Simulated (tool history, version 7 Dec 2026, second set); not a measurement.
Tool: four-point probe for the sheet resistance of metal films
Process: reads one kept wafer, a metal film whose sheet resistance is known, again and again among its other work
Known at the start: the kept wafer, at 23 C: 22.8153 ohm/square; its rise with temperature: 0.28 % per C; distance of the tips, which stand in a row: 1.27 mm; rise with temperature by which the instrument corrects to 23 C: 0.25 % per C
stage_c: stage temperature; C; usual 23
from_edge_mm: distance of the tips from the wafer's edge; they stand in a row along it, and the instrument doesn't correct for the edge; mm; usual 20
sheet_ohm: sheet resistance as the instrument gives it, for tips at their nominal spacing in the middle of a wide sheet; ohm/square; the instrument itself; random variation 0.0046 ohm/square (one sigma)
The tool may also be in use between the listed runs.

{"run": 1, "hour": 0.0, "stage_c": 23, "from_edge_mm": 20, "sheet_ohm": 22.747282}
{"run": 2, "hour": 40.9, "stage_c": 23, "from_edge_mm": 20, "sheet_ohm": 22.756832}
{"run": 3, "hour": 102.8, "stage_c": 23, "from_edge_mm": 20, "sheet_ohm": 22.746279}
{"run": 4, "hour": 180.1, "stage_c": 23, "from_edge_mm": 20, "sheet_ohm": 22.742847}
{"run": 5, "hour": 244.3, "stage_c": 23, "from_edge_mm": 20, "sheet_ohm": 22.741195}
{"run": 6, "hour": 279.9, "stage_c": 22, "from_edge_mm": 20, "sheet_ohm": 22.730982}
{"run": 7, "hour": 328.4, "stage_c": 23, "from_edge_mm": 6, "sheet_ohm": 23.224713}
{"run": 8, "hour": 400.9, "stage_c": 35, "from_edge_mm": 20, "sheet_ohm": 22.813943}
{"run": 9, "hour": 463.7, "stage_c": 18, "from_edge_mm": 31, "sheet_ohm": 22.676593}
{"run": 10, "hour": 516.1, "stage_c": 18, "from_edge_mm": 31, "sheet_ohm": 22.674973}
{"run": 11, "hour": 589.7, "stage_c": 31, "from_edge_mm": 6, "sheet_ohm": 23.272759}

Forecast each of these 4 alternatives for the next run:
{"run": "A", "hour": 658.0, "stage_c": 23, "from_edge_mm": 6, "sheet_ohm": "?"}
{"run": "B", "hour": 658.0, "stage_c": 31, "from_edge_mm": 24, "sheet_ohm": "?"}
{"run": "C", "hour": 658.0, "stage_c": 21, "from_edge_mm": 35, "sheet_ohm": "?"}
{"run": "D", "hour": 658.0, "stage_c": 31, "from_edge_mm": 34, "sheet_ohm": "?"}

run=A sheet_ohm=23.213213
run=B sheet_ohm=22.758421
run=C sheet_ohm=22.689498
run=D sheet_ohm=22.732829
Without the tool's hidden state the same runs would have given:
run=A sheet_ohm=23.351068
run=B sheet_ohm=22.894437
run=C sheet_ohm=22.824385
run=D sheet_ohm=22.868702

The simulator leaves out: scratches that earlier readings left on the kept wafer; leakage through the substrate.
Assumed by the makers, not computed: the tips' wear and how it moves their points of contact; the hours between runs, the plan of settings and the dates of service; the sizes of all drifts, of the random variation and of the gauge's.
